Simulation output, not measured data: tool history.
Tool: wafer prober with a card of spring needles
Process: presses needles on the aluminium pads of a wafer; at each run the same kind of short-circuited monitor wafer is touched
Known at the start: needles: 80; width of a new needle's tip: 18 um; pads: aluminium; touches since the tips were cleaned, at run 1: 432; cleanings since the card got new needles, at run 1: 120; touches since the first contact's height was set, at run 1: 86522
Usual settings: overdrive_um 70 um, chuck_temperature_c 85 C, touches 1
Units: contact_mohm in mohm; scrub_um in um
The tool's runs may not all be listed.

run,day,overdrive_um,chuck_temperature_c,touches,touches since the tips were cleaned,cleanings since the card got new needles,touches since the first contact's height was set,contact_mohm,scrub_um
1,0.000,70,85,1,432,120,86522,177,13.01
# day 0.362: tips cleaned on abrasive film
# day 0.817: tips cleaned on abrasive film
# day 1.271: tips cleaned on abrasive film
2,1.629,70,85,1,2064,123,95891,189,12.78
# day 1.721: tips cleaned on abrasive film
# day 2.171: tips cleaned on abrasive film
# day 2.533: tips cleaned on abrasive film
# day 2.988: tips cleaned on abrasive film
3,3.142,70,85,1,890,127,104578,179,12.56
# day 3.417: tips cleaned on abrasive film
# day 3.871: tips cleaned on abrasive film
# day 4.233: tips cleaned on abrasive film
# day 4.688: tips cleaned on abrasive film
# day 5.121: tips cleaned on abrasive film
4,5.121,70,85,1,0,132,115922,170,12.57
# day 5.483: tips cleaned on abrasive film
# day 5.938: tips cleaned on abrasive film
# day 6.371: tips cleaned on abrasive film
5,6.371,70,29,1,0,135,123099,161,12.37
# day 6.825: tips cleaned on abrasive film
# day 7.279: tips cleaned on abrasive film
# day 7.733: tips cleaned on abrasive film
# day 8.183: tips cleaned on abrasive film
6,8.275,70,29,1,536,139,134053,166,12.35
# day 8.550: tips cleaned on abrasive film
# day 9.004: tips cleaned on abrasive film
# day 9.458: tips cleaned on abrasive film
# day 9.912: tips cleaned on abrasive film
# day 10.367: tips cleaned on abrasive film
7,10.404,70,29,1,215,144,146283,163,12.46
# day 10.771: tips cleaned on abrasive film
# day 11.221: tips cleaned on abrasive film
# day 11.675: tips cleaned on abrasive film
# day 12.129: tips cleaned on abrasive film
8,12.354,70,29,1,1315,148,157492,183,12.20
# day 12.538: tips cleaned on abrasive film
# day 12.992: tips cleaned on abrasive film
# day 13.358: tips cleaned on abrasive film
# day 13.767: tips cleaned on abrasive film
9,13.767,70,29,1,0,152,165584,162,11.86
# day 14.221: tips cleaned on abrasive film
# day 14.675: tips cleaned on abrasive film
# day 15.038: tips cleaned on abrasive film
10,15.383,70,29,1,1993,155,174882,193,11.99
# day 15.475: tips cleaned on abrasive film
# day 15.929: tips cleaned on abrasive film
# day 16.379: tips cleaned on abrasive film
11,16.704,70,29,1,1879,158,182475,188,12.04
# day 16.800: tips cleaned on abrasive film
# day 17.254: tips cleaned on abrasive film
# day 17.617: tips cleaned on abrasive film
# day 18.071: tips cleaned on abrasive film
12,18.342,70,29,1,1560,162,191862,187,11.86
# day 18.521: tips cleaned on abrasive film
# day 18.975: tips cleaned on abrasive film
# day 19.429: tips cleaned on abrasive film
13,19.733,52,118,1,1755,165,199871,245,8.23
# day 19.829: tips cleaned on abrasive film
# day 20.283: tips cleaned on abrasive film
14,20.621,53,25,1,1968,167,204971,235,8.32
# day 20.717: tips cleaned on abrasive film
# day 21.171: tips cleaned on abrasive film
# day 21.625: tips cleaned on abrasive film
15,21.812,53,27,1,1103,170,211814,209,8.47
# day 21.996: tips cleaned on abrasive film
# day 22.450: tips cleaned on abrasive film
# day 22.733: height of the first contact set anew
# day 22.917: tips cleaned on abrasive film
# day 23.304: tips cleaned on abrasive film
16,23.304,53,27,1,0,174,3276,167,10.26
# day 23.758: tips cleaned on abrasive film
# day 24.125: tips cleaned on abrasive film
17,24.362,70,41,2,1389,176,9361,173,13.31
# day 24.546: tips cleaned on abrasive film
# day 25.000: tips cleaned on abrasive film
# day 25.454: tips cleaned on abrasive film
# day 25.908: tips cleaned on abrasive film
18,26.083,70,101,1,1013,180,19237,188,13.09
# day 26.358: tips cleaned on abrasive film
# day 26.721: tips cleaned on abrasive film
# day 27.175: tips cleaned on abrasive film
# day 27.629: tips cleaned on abrasive film
# day 28.050: tips cleaned on abrasive film
19,28.050,70,101,1,0,185,30528,174,13.24
# day 28.504: tips cleaned on abrasive film
# day 28.958: tips cleaned on abrasive film
# day 29.412: tips cleaned on abrasive film
# day 29.783: tips cleaned on abrasive film
20,29.783,70,50,3,0,189,40483,164,12.77
# day 30.150: tips cleaned on abrasive film
# day 30.604: tips cleaned on abrasive film
# day 31.058: tips cleaned on abrasive film
21,31.396,79,48,1,1978,192,49768,182,14.82
# day 31.492: tips cleaned on abrasive film
# day 31.942: tips cleaned on abrasive film
# day 32.308: tips cleaned on abrasive film
22,32.412,62,32,2,605,195,55577,172,11.30
# day 32.688: tips cleaned on abrasive film
# day 33.142: tips cleaned on abrasive film
# day 33.588: tips cleaned on abrasive film
23,33.812,62,32,2,1282,198,63618,178,11.33

How the hidden state differs across the entries between the runs, from the last listed run before each to the first after it:
Between runs 1 and 2: tips cleaned on abrasive film (day 0.362); tips cleaned on abrasive film (day 0.817); tips cleaned on abrasive film (day 1.271)
  debris on the tips, nm: 14.6 -> 41; way that the needles fall short of the set height, um: 3.69 -> 3.97; tips' diameter, um: 22.6 -> 22.7
  measured less the result without the state, contact_mohm: +13 -> +30 mohm; scrub_um: -0.71 -> -0.77 um
Between runs 2 and 3: tips cleaned on abrasive film (day 1.721); tips cleaned on abrasive film (day 2.171); tips cleaned on abrasive film (day 2.533); tips cleaned on abrasive film (day 2.988)
  debris on the tips, nm: 41 -> 23; way that the needles fall short of the set height, um: 3.97 -> 4.32; tips' diameter, um: 22.7 -> 22.82
  measured less the result without the state, contact_mohm: +30 -> +19 mohm; scrub_um: -0.77 -> -0.83 um
Between runs 3 and 4: tips cleaned on abrasive film (day 3.417); tips cleaned on abrasive film (day 3.871); tips cleaned on abrasive film (day 4.233); tips cleaned on abrasive film (day 4.688); tips cleaned on abrasive film (day 5.121)
  debris on the tips, nm: 23 -> 3.1; way that the needles fall short of the set height, um: 4.32 -> 4.83; tips' diameter, um: 22.82 -> 23
  measured less the result without the state, contact_mohm: +19 -> +7 mohm; scrub_um: -0.83 -> -0.94 um
Between runs 4 and 5: tips cleaned on abrasive film (day 5.483); tips cleaned on abrasive film (day 5.938); tips cleaned on abrasive film (day 6.371)
  debris on the tips, nm: 3.1 -> 2; way that the needles fall short of the set height, um: 4.83 -> 5.19; tips' diameter, um: 23 -> 23.12
  measured less the result without the state, contact_mohm: +7 -> +7 mohm; scrub_um: -0.94 -> -1.01 um
Between runs 5 and 6: tips cleaned on abrasive film (day 6.825); tips cleaned on abrasive film (day 7.279); tips cleaned on abrasive film (day 7.733); tips cleaned on abrasive film (day 8.183)
  debris on the tips, nm: 2 -> 12.3; way that the needles fall short of the set height, um: 5.19 -> 5.62; tips' diameter, um: 23.12 -> 23.27
  measured less the result without the state, contact_mohm: +7 -> +14 mohm; scrub_um: -1.01 -> -1.08 um
Between runs 6 and 7: tips cleaned on abrasive film (day 8.550); tips cleaned on abrasive film (day 9.004); tips cleaned on abrasive film (day 9.458); tips cleaned on abrasive film (day 9.912); tips cleaned on abrasive film (day 10.367)
  debris on the tips, nm: 12.3 -> 7.4; way that the needles fall short of the set height, um: 5.62 -> 6.15; tips' diameter, um: 23.27 -> 23.46
  measured less the result without the state, contact_mohm: +14 -> +11 mohm; scrub_um: -1.08 -> -1.19 um
Between runs 7 and 8: tips cleaned on abrasive film (day 10.771); tips cleaned on abrasive film (day 11.221); tips cleaned on abrasive film (day 11.675); tips cleaned on abrasive film (day 12.129)
  debris on the tips, nm: 7.4 -> 33.9; way that the needles fall short of the set height, um: 6.15 -> 6.56; tips' diameter, um: 23.46 -> 23.6
  measured less the result without the state, contact_mohm: +11 -> +32 mohm; scrub_um: -1.19 -> -1.27 um
Between runs 8 and 9: tips cleaned on abrasive film (day 12.538); tips cleaned on abrasive film (day 12.992); tips cleaned on abrasive film (day 13.358); tips cleaned on abrasive film (day 13.767)
  debris on the tips, nm: 33.9 -> 5.2; way that the needles fall short of the set height, um: 6.56 -> 7.04; tips' diameter, um: 23.6 -> 23.77
  measured less the result without the state, contact_mohm: +32 -> +10 mohm; scrub_um: -1.27 -> -1.35 um
Between runs 9 and 10: tips cleaned on abrasive film (day 14.221); tips cleaned on abrasive film (day 14.675); tips cleaned on abrasive film (day 15.038)
  debris on the tips, nm: 5.2 -> 40.5; way that the needles fall short of the set height, um: 7.04 -> 7.4; tips' diameter, um: 23.77 -> 23.9
  measured less the result without the state, contact_mohm: +10 -> +39 mohm; scrub_um: -1.35 -> -1.42 um
Between runs 10 and 11: tips cleaned on abrasive film (day 15.475); tips cleaned on abrasive film (day 15.929); tips cleaned on abrasive film (day 16.379)
  debris on the tips, nm: 40.5 -> 39.8; way that the needles fall short of the set height, um: 7.4 -> 7.75; tips' diameter, um: 23.9 -> 24.02
  measured less the result without the state, contact_mohm: +39 -> +38 mohm; scrub_um: -1.42 -> -1.48 um
Between runs 11 and 12: tips cleaned on abrasive film (day 16.800); tips cleaned on abrasive film (day 17.254); tips cleaned on abrasive film (day 17.617); tips cleaned on abrasive film (day 18.071)
  debris on the tips, nm: 39.8 -> 34.9; way that the needles fall short of the set height, um: 7.75 -> 8.22; tips' diameter, um: 24.02 -> 24.18
  measured less the result without the state, contact_mohm: +38 -> +36 mohm; scrub_um: -1.48 -> -1.58 um
Between runs 12 and 13: tips cleaned on abrasive film (day 18.521); tips cleaned on abrasive film (day 18.975); tips cleaned on abrasive film (day 19.429)
  debris on the tips, nm: 34.9 -> 37.4; way that the needles fall short of the set height, um: 8.22 -> 8.53; tips' diameter, um: 24.18 -> 24.29
  measured less the result without the state, contact_mohm: +36 -> +69 mohm; scrub_um: -1.58 -> -1.63 um
Between runs 13 and 14: tips cleaned on abrasive film (day 19.829); tips cleaned on abrasive film (day 20.283)
  debris on the tips, nm: 37.4 -> 42.3; way that the needles fall short of the set height, um: 8.53 -> 8.69; tips' diameter, um: 24.29 -> 24.35
  measured less the result without the state, contact_mohm: +69 -> +79 mohm; scrub_um: -1.63 -> -1.67 um
Between runs 14 and 15: tips cleaned on abrasive film (day 20.717); tips cleaned on abrasive film (day 21.171); tips cleaned on abrasive film (day 21.625)
  debris on the tips, nm: 42.3 -> 24.4; way that the needles fall short of the set height, um: 8.69 -> 9.02; tips' diameter, um: 24.35 -> 24.46
  measured less the result without the state, contact_mohm: +79 -> +52 mohm; scrub_um: -1.67 -> -1.74 um
Between runs 15 and 16: tips cleaned on abrasive film (day 21.996); tips cleaned on abrasive film (day 22.450); height of the first contact set anew (day 22.733); tips cleaned on abrasive film (day 22.917); tips cleaned on abrasive film (day 23.304)
  debris on the tips, nm: 24.4 -> 4.8; way that the needles fall short of the set height, um: 9.02 -> 0.2; tips' diameter, um: 24.46 -> 24.61
  measured less the result without the state, contact_mohm: +52 -> +12 mohm; scrub_um: -1.74 -> -0.04 um
Between runs 16 and 17: tips cleaned on abrasive film (day 23.758); tips cleaned on abrasive film (day 24.125)
  debris on the tips, nm: 4.8 -> 31.8; way that the needles fall short of the set height, um: 0.2 -> 0.41; tips' diameter, um: 24.61 -> 24.68
  measured less the result without the state, contact_mohm: +12 -> +19 mohm; scrub_um: -0.04 -> -0.08 um
Between runs 17 and 18: tips cleaned on abrasive film (day 24.546); tips cleaned on abrasive film (day 25.000); tips cleaned on abrasive film (day 25.454); tips cleaned on abrasive film (day 25.908)
  debris on the tips, nm: 31.8 -> 26; way that the needles fall short of the set height, um: 0.41 -> 0.81; tips' diameter, um: 24.68 -> 24.82
  measured less the result without the state, contact_mohm: +19 -> +23 mohm; scrub_um: -0.08 -> -0.16 um
Between runs 18 and 19: tips cleaned on abrasive film (day 26.358); tips cleaned on abrasive film (day 26.721); tips cleaned on abrasive film (day 27.175); tips cleaned on abrasive film (day 27.629); tips cleaned on abrasive film (day 28.050)
  debris on the tips, nm: 26 -> 3.1; way that the needles fall short of the set height, um: 0.81 -> 1.36; tips' diameter, um: 24.82 -> 25.02
  measured less the result without the state, contact_mohm: +23 -> +9 mohm; scrub_um: -0.16 -> -0.26 um
Between runs 19 and 20: tips cleaned on abrasive film (day 28.504); tips cleaned on abrasive film (day 28.958); tips cleaned on abrasive film (day 29.412); tips cleaned on abrasive film (day 29.783)
  debris on the tips, nm: 3.1 -> 1.8; way that the needles fall short of the set height, um: 1.36 -> 1.8; tips' diameter, um: 25.02 -> 25.17
  measured less the result without the state, contact_mohm: +9 -> +7 mohm; scrub_um: -0.26 -> -0.34 um
Between runs 20 and 21: tips cleaned on abrasive film (day 30.150); tips cleaned on abrasive film (day 30.604); tips cleaned on abrasive film (day 31.058)
  debris on the tips, nm: 1.8 -> 39.1; way that the needles fall short of the set height, um: 1.8 -> 2.08; tips' diameter, um: 25.17 -> 25.27
  measured less the result without the state, contact_mohm: +7 -> +28 mohm; scrub_um: -0.34 -> -0.41 um
Between runs 21 and 22: tips cleaned on abrasive film (day 31.492); tips cleaned on abrasive film (day 31.942); tips cleaned on abrasive film (day 32.308)
  debris on the tips, nm: 39.1 -> 17.8; way that the needles fall short of the set height, um: 2.08 -> 2.47; tips' diameter, um: 25.27 -> 25.4
  measured less the result without the state, contact_mohm: +28 -> +17 mohm; scrub_um: -0.41 -> -0.46 um
Between runs 22 and 23: tips cleaned on abrasive film (day 32.688); tips cleaned on abrasive film (day 33.142); tips cleaned on abrasive film (day 33.588)
  debris on the tips, nm: 17.8 -> 28.1; way that the needles fall short of the set height, um: 2.47 -> 2.85; tips' diameter, um: 25.4 -> 25.54
  measured less the result without the state, contact_mohm: +17 -> +24 mohm; scrub_um: -0.46 -> -0.55 um

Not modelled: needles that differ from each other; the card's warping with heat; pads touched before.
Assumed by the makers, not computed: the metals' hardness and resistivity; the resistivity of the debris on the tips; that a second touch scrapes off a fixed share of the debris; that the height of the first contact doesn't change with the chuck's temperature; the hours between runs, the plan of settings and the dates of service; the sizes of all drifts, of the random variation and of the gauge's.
